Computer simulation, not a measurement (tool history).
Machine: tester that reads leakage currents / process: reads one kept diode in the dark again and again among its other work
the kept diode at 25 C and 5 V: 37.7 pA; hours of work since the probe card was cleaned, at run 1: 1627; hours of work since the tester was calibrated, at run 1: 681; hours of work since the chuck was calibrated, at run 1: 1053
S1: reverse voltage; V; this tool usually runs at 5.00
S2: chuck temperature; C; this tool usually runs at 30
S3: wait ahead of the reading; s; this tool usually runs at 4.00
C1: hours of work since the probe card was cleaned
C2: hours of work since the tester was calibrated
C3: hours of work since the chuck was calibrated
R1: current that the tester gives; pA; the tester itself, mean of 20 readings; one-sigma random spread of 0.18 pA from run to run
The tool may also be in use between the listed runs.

Run 1, hour 0.0: usual settings; C1 1627; C2 681; C3 1053. Result: R1 55.81 pA.
Run 2, hour 28.2: usual settings but S3 0.49 s; C1 1641; C2 696; C3 1068. Result: R1 56.25 pA.
Run 3, hour 60.9: usual settings but S1 2.65 V, S3 0.49 s; C1 1658; C2 713; C3 1085. Result: R1 44.41 pA.
Run 4, hour 85.5: usual settings but S1 7.73 V; C1 1671; C2 726; C3 1098. Result: R1 65.89 pA.
Run 5, hour 118.5: usual settings; C1 1689; C2 743; C3 1115. Result: R1 56.14 pA.
Run 6, hour 136.3: usual settings but S1 1.39 V; C1 1698; C2 753; C3 1124. Result: R1 34.35 pA.
Run 7, hour 154.5: usual settings but S1 1.39 V; C1 1707; C2 762; C3 1134. Result: R1 34.47 pA.
Run 8, hour 186.9: usual settings but S1 1.39 V; C1 1724; C2 779; C3 1151. Result: R1 34.48 pA.
Run 9, hour 214.0: usual settings but S1 1.39 V; C1 1739; C2 793; C3 1165. Result: R1 34.41 pA.
Run 10, hour 246.7: usual settings but S1 1.39 V, S2 26 C; C1 1756; C2 810; C3 1182. Result: R1 24.62 pA.
Run 11, hour 276.1: usual settings but S1 1.39 V, S2 26 C; C1 1771; C2 826; C3 1198. Result: R1 24.63 pA.
Run 12, hour 299.0: usual settings but S1 1.05 V; C1 1783; C2 838; C3 1210. Result: R1 30.94 pA.
Run 13, hour 330.1: usual settings but S1 1.05 V; C1 1799; C2 854; C3 1226. Result: R1 30.63 pA.
Run 14, hour 361.8: usual settings but S1 9.04 V; C1 1816; C2 871; C3 1243. Result: R1 69.99 pA.
Run 15, hour 393.7: usual settings but S1 9.04 V; C1 1833; C2 887; C3 1259. Result: R1 69.80 pA.
Run 16, hour 424.4: usual settings but S1 9.04 V; C1 1849; C2 904; C3 1275. Result: R1 69.53 pA.
Run 17, hour 453.5: usual settings but S1 16.22 V; C1 1864; C2 919; C3 1291. Result: R1 87.75 pA.
Run 18, hour 487.2: usual settings but S1 16.22 V, S2 34 C; C1 1882; C2 936; C3 1308. Result: R1 120.87 pA.
Run 19, hour 520.1: usual settings but S1 5.28 V, S2 34 C; C1 1899; C2 954; C3 1325. Result: R1 78.70 pA.
Run 20, hour 550.6: usual settings but S1 5.28 V, S2 34 C; C1 1915; C2 970; C3 1341. Result: R1 77.93 pA.
Run 21, hour 576.0: usual settings but S1 5.87 V, S2 25 C, S3 7.66 s; C1 1928; C2 983; C3 1355. Result: R1 39.03 pA.
Run 22, hour 595.5: usual settings but S1 4.03 V, S2 55 C, S3 2.53 s; C1 1939; C2 993; C3 1365. Result: R1 345.04 pA.
Run 23, hour 619.3: usual settings but S1 12.24 V, S2 23 C, S3 2.52 s; C1 1951; C2 1006; C3 1377. Result: R1 44.16 pA.
Run 24, hour 650.9: usual settings but S1 5.12 V, S2 54 C, S3 5.60 s; C1 1968; C2 1022; C3 1394. Result: R1 351.12 pA.

Run 25 comes next. What will it give?
Run 25, hour 681.3: usual settings but S2 25 C; C1 1983; C2 1038; C3 1410. Result: R1 ?.

{"run 25": {"R1": 36.36}}
Had the tool carried no hidden state, the very same run would have given R1 37.74 pA.
